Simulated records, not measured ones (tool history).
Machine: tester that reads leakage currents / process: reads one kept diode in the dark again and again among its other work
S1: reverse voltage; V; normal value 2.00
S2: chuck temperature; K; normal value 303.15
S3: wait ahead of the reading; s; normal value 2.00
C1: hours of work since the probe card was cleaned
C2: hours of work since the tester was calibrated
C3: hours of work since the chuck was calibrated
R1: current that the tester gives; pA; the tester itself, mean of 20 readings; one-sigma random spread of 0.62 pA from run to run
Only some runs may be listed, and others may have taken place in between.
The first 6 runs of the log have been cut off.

| run | day | S1 | S2 | S3 | C1 | C2 | C3 | R1 |
|---|---|---|---|---|---|---|---|---|
| 7 | 14.825 | 2.00 | 298.15 | 2.00 | 133 | 280 | 493 | 137.43 |
| 8 | 17.188 | 2.00 | 298.15 | 2.00 | 161 | 307 | 521 | 136.55 |
| 9 | 19.708 | 2.00 | 298.15 | 2.00 | 190 | 337 | 550 | 137.19 |
| 10 | 21.462 | 2.00 | 303.15 | 0.52 | 210 | 357 | 570 | 205.98 |
| 11 | 24.167 | 2.00 | 324.15 | 2.00 | 242 | 388 | 602 | 975.27 |
| 12 | 26.946 | 2.00 | 299.15 | 2.00 | 274 | 421 | 634 | 148.86 |
| 13 | 28.908 | 2.00 | 299.15 | 2.00 | 297 | 444 | 657 | 149.57 |
| 14 | 30.321 | 2.00 | 303.15 | 4.49 | 313 | 460 | 673 | 204.77 |
| 15 | 33.383 | 2.00 | 303.15 | 3.26 | 349 | 495 | 709 | 204.44 |
| 16 | 35.946 | 2.00 | 303.15 | 3.40 | 379 | 525 | 739 | 205.92 |
| 17 | 37.758 | 2.11 | 303.15 | 1.52 | 400 | 546 | 760 | 210.56 |
| 18 | 39.308 | 9.95 | 326.15 | 1.52 | 418 | 564 | 778 | 1922.35 |
| 19 | 42.104 | 2.00 | 330.15 | 1.03 | 450 | 597 | 810 | 1462.30 |
| 20 | 44.975 | 1.01 | 331.15 | 1.73 | 483 | 630 | 843 | 1238.01 |
| 21 | 48.008 | 1.01 | 331.15 | 1.73 | 519 | 665 | 879 | 1238.60 |
| 22 | 50.671 | 18.29 | 305.15 | 3.28 | 549 | 696 | 910 | 511.47 |
| 23 | 53.592 | 18.29 | 305.15 | 3.28 | 583 | 730 | 944 | 512.18 |
| 24 | 55.908 | 1.10 | 303.15 | 2.00 | 610 | 757 | 970 | 167.45 |
| 25 | 58.454 | 15.31 | 306.15 | 0.36 | 640 | 787 | 1000 | 531.37 |
| 26 | 60.046 | 1.83 | 316.15 | 1.69 | 658 | 805 | 1018 | 535.65 |
| 27 | 63.146 | 1.33 | 315.15 | 3.25 | 694 | 841 | 1054 | 443.85 |
| 28 | 66.567 | 1.33 | 315.15 | 3.25 | 734 | 881 | 1094 | 445.32 |
| 29 | 69.162 | 13.15 | 303.15 | 4.67 | 764 | 911 | 1124 | 388.69 |
| 30 | 71.108 | 2.51 | 303.15 | 1.84 | 787 | 933 | 1147 | 221.17 |
| 31 | 74.438 | 8.27 | 303.15 | 0.82 | 825 | 972 | 1185 | 336.02 |

Consider 4 possible next runs. They are alternatives, not a sequence: every one starts from the tool as it was left by run 31. What does each give?
| A | 77.633 | 3.92 | 323.15 | 0.82 | 863 | 1009 | 1223 | ? |
| B | 77.633 | 8.27 | 295.15 | 0.82 | 863 | 1009 | 1223 | ? |
| C | 77.633 | 3.89 | 303.15 | 0.82 | 863 | 1009 | 1223 | ? |
| D | 77.633 | 1.70 | 303.15 | 1.80 | 863 | 1009 | 1223 | ? |

| run | R1 |
|---|---|
| A | 1138.00 |
| B | 176.72 |
| C | 258.33 |
| D | 193.02 |
Without the tool's unlogged condition, the same runs would have read:
| run | R1 |
|---|---|
| A | 1138.92 |
| B | 176.74 |
| C | 258.51 |
| D | 193.18 |

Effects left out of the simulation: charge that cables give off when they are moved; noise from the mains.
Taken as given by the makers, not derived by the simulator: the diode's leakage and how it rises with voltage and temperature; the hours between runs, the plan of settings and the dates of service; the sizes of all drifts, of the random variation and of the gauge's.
